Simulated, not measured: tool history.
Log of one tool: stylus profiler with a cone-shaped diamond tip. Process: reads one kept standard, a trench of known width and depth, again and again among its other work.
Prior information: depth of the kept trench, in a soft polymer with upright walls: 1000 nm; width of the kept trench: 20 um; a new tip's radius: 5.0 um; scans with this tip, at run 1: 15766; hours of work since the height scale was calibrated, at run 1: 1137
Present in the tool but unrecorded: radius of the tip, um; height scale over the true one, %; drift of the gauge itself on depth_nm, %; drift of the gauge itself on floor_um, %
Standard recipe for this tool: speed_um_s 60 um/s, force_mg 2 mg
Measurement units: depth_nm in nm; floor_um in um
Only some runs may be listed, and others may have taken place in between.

run,hour,speed_um_s,force_mg,scans with this tip,hours of work since the height scale was calibrated,depth_nm,floor_um
1,0,60,2,15766,1137,1008.18,10.52
2,117.4,60,2,16956,1222,1008.3,10.33
# hour 141: new tip fitted, height scale calibrated
3,256.7,60,2,1172,85,1004.84,13.61
4,316.1,60,2,1774,128,1004.99,13.46
5,425.2,60,2,2880,208,1005.39,13.22
6,496.6,60,2,3603,260,1005.65,13.05
7,632.7,60,0.71,4983,359,1003.57,12.62
8,754.6,60,1.22,6217,448,1005.17,12.37
9,855.8,60,1.22,7243,522,1004.96,12.24
10,927.6,60,1.83,7970,575,1006.58,12.06
11,992.6,60,1.83,8629,622,1006.15,11.99
12,1050.4,60,1.83,9215,664,1007,11.86
13,1183,118,1.83,10558,761,1006.94,11.46
14,1243,40,2,11167,805,1007.69,11.52
15,1346.5,40,2,12215,881,1007.45,11.34
16,1414.3,60,2,12902,930,1007.6,11.13
17,1498.3,26,2,13753,991,1007.76,10.99
18,1636.8,26,2,15157,1093,1008.32,10.83
19,1719.8,26,2,15998,1153,1008.76,10.65
20,1803.5,26,4.47,16846,1214,1012.1,10.54
# hour 1842: new tip fitted, height scale calibrated
21,1861.5,26,4.47,198,14,1007.53,13.97
22,1992,26,1.05,1520,110,1003.03,13.64
23,2071.5,26,1.05,2325,168,1003.04,13.41
24,2195.7,60,2.23,3583,258,1005.6,13.05
25,2318.6,60,2.23,4829,348,1005.59,12.74
26,2381,60,4.12,5461,394,1008.56,12.63
27,2484.6,151,2.75,6512,469,1007.2,12.11
28,2560.3,20,5.7,7278,525,1010.89,12.3
29,2662.5,59,1.28,8314,599,1005.13,11.91
30,2728.5,84,4.88,8982,648,1010.56,11.86
31,2841.2,156,0.86,10125,730,1004.45,11.15
32,2959.9,156,0.86,11327,817,1005.15,10.99
33,3039.2,48,0.86,12131,874,1005.1,11.18
34,3174.4,190,3.98,13501,973,1010.27,10.75
35,3246.7,178,0.83,14233,1026,1005.1,10.29
36,3384.9,28,5.54,15634,1127,1012.61,10.69
37,3519.7,28,5.54,17000,1225,1012.88,10.42
# hour 3538.8: new tip fitted, height scale calibrated
38,3632.9,35,1.09,954,69,1003.54,13.61
39,3763.7,74,3.95,2279,164,1008.38,13.25
40,3837.7,74,3.95,3029,218,1008.16,13.07
41,3967.4,45,2,4344,313,1005.92,12.74
42,4036.1,45,2,5039,363,1005.99,12.62

Describe how what the log doesn't record of the tool's condition differs between the last listed run preceding each entry between runs and the first listed run following it.
In the gap between runs 2 and 3: new tip fitted, height scale calibrated (hour 141)
  radius of the tip, um: 11.89 -> 5.36; height scale over the true one, %: 0.389 -> 0.045
  measured value less the no-hidden-state value, depth_nm: +3.91 -> +0.45 nm; floor_um: -3.54 -> -0.24 um
In the gap between runs 20 and 21: new tip fitted, height scale calibrated (hour 1842)
  radius of the tip, um: 11.56 -> 4.95; height scale over the true one, %: 0.405 -> -0.009
  measured value less the no-hidden-state value, depth_nm: +4.09 -> -0.09 nm; floor_um: -3.41 -> +0.03 um
In the gap between runs 37 and 38: new tip fitted, height scale calibrated (hour 3538.8)
  radius of the tip, um: 11.86 -> 5.43; height scale over the true one, %: 0.375 -> 0.036
  measured value less the no-hidden-state value, depth_nm: +3.78 -> +0.37 nm; floor_um: -3.54 -> -0.28 um
